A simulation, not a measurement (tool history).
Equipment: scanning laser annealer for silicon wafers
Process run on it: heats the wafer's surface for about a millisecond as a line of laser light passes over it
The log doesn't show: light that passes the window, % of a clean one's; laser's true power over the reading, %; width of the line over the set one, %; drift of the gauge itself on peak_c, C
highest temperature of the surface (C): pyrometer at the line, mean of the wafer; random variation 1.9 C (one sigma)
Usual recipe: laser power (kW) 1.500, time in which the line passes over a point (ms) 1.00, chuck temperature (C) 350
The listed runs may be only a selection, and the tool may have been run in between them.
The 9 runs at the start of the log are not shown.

run   hour  laser power (kW)  time in which the line passes over a point (ms)  chuck temperature (C)  hours of work since the window was cleaned  hours of work since the power meter was calibrated  hours of work since the optics were aligned  highest temperature of the surface (C)
 10   70.1             1.417                                             0.90                    350                                         155                                                 267                                          788                                    1056
 11   77.5             1.417                                             0.90                    350                                         158                                                 271                                          792                                    1053
 12   88.0             1.500                                             0.89                    350                                         163                                                 275                                          796                                    1100
 13   96.0             1.500                                             0.89                    350                                         166                                                 279                                          800                                    1099
 14  104.2             1.500                                             0.89                    350                                         170                                                 283                                          804                                    1097
 15  116.1             1.500                                             0.89                    350                                         176                                                 288                                          809                                    1100
 16  124.5             1.500                                             1.00                    350                                         179                                                 292                                          813                                    1143
 17  137.4             1.500                                             1.00                    350                                         185                                                 298                                          819                                    1143
 18  145.0             1.500                                             1.00                    350                                         189                                                 302                                          823                                    1137
 19  152.8             1.500                                             1.00                    350                                         192                                                 305                                          826                                    1138
 20  160.2             1.500                                             1.00                    350                                         196                                                 309                                          830                                    1140
 21  169.1             1.500                                             1.00                    350                                         200                                                 313                                          834                                    1139
 22  176.0             1.607                                             0.95                    322                                         203                                                 316                                          837                                    1165
 23  187.2             1.547                                             0.76                    349                                         208                                                 321                                          842                                    1072
 24  193.4             1.499                                             0.88                    360                                         211                                                 324                                          845                                    1098
 25  200.3             1.499                                             0.88                    360                                         214                                                 327                                          848                                    1102
 26  210.0             1.499                                             1.07                    375                                         219                                                 331                                          852                                    1189
 27  220.6             1.414                                             1.00                    317                                         224                                                 336                                          857                                    1044

The next listed run, before its measurement:
 28  230.3             1.414                                             1.01                    317                                         228                                                 341                                          862                                       ?

For run 28 the tool returned highest temperature of the surface (C) 1050.
Had the tool carried no hidden state, the very same run would have given highest temperature of the surface (C) 1084.
